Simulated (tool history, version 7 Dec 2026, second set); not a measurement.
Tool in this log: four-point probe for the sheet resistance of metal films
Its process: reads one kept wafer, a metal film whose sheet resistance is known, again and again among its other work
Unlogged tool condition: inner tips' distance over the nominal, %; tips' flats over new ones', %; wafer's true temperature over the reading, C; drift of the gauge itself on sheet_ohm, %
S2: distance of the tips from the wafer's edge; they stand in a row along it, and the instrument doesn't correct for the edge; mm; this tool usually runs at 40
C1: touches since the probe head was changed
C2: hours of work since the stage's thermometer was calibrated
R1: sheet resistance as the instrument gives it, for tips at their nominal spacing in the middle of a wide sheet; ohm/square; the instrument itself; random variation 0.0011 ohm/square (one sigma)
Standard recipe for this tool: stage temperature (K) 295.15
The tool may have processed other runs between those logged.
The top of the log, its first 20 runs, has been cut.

Run 21, hour 412.5: usual settings but S2 4 mm; C1 11574; C2 73. Result: R1 5.432517 ohm/square.
Run 22, hour 431.2: usual settings but S2 4 mm; C1 11953; C2 81. Result: R1 5.43402 ohm/square.
Run 23, hour 447.6: usual settings; C1 12285; C2 87. Result: R1 5.386456 ohm/square.
Run 24, hour 462.8: usual settings; C1 12594; C2 94. Result: R1 5.386667 ohm/square.
Run 25, hour 489.9: usual settings but stage temperature (K) 302.15, S2 11 mm; C1 13145; C2 105. Result: R1 5.393373 ohm/square.
Run 26, hour 516.7: usual settings but stage temperature (K) 302.15, S2 11 mm; C1 13689; C2 116. Result: R1 5.393054 ohm/square.
Run 27, hour 536.6: usual settings but stage temperature (K) 302.15, S2 11 mm; C1 14093; C2 124. Result: R1 5.393862 ohm/square.
Run 28, hour 565: usual settings but stage temperature (K) 299.15, S2 21 mm; C1 14670; C2 135. Result: R1 5.388477 ohm/square.
Run 29, hour 584.7: usual settings but stage temperature (K) 297.15, S2 33 mm; C1 15069; C2 143. Result: R1 5.387217 ohm/square.
Run 30, hour 603.3: usual settings but stage temperature (K) 292.15, S2 25 mm; C1 15448; C2 151. Result: R1 5.387882 ohm/square.
Run 31, hour 624.6: usual settings but stage temperature (K) 299.15, S2 8 mm; C1 15880; C2 160. Result: R1 5.399513 ohm/square.
Run 32, hour 646.1: usual settings but stage temperature (K) 293.15, S2 17 mm; C1 16317; C2 168. Result: R1 5.389936 ohm/square.
Run 33, hour 673: usual settings but stage temperature (K) 293.15, S2 17 mm; C1 16862; C2 179. Result: R1 5.389541 ohm/square.

Predict the results of run 34:
Run 34, hour 699.6: usual settings but stage temperature (K) 308.15, S2 3 mm; C1 17402; C2 190. Result: R1 ?.

{"run 34": {"R1": 5.466595}}
The same run, on a tool lacking any hidden state, would have yielded R1 5.454765 ohm/square.
